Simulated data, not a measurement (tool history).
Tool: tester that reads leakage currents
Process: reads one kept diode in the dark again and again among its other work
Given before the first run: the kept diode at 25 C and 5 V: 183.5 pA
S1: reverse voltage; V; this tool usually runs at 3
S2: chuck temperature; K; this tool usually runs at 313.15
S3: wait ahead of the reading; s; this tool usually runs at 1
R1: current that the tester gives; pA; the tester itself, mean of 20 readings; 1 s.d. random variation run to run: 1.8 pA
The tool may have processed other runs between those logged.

| run | hour | S1 | S2 | S3 | R1 |
|---|---|---|---|---|---|
| 1 | 0 | 3 | 313.15 | 1 | 667.63 |
| 2 | 55.1 | 3 | 313.15 | 1 | 672.08 |
| 3 | 95 | 3 | 313.15 | 1 | 676.57 |
| 4 | 145.7 | 3 | 313.15 | 0.79 | 674.68 |
| 5 | 215.7 | 3 | 313.15 | 0.79 | 678.26 |
| 6 | 249.6 | 3 | 313.15 | 0.79 | 679.07 |
| 7 | 301.7 | 15.15 | 324.15 | 1.68 | 3046.25 |
| 8 | 375.2 | 9.25 | 313.15 | 1 | 1027.69 |
| 9 | 408.9 | 9.25 | 313.15 | 1 | 1027.97 |
| 10 | 470.8 | 4.34 | 295.15 | 6.87 | 152.93 |

Here are 4 independent what-if runs from the current tool condition. What would each one return?
| A | 539.5 | 3.7 | 294.15 | 2.54 | ? |
| B | 539.5 | 3.08 | 316.15 | 1.21 | ? |
| C | 539.5 | 11.45 | 313.15 | 1 | ? |
| D | 539.5 | 17.09 | 301.15 | 5.03 | ? |

| run | R1 |
|---|---|
| A | 132.76 |
| B | 903.94 |
| C | 1123.57 |
| D | 448.1 |
Without the tool's hidden state the same runs would have given:
| run | R1 |
|---|---|
| A | 112.37 |
| B | 795.01 |
| C | 980.81 |
| D | 378.45 |
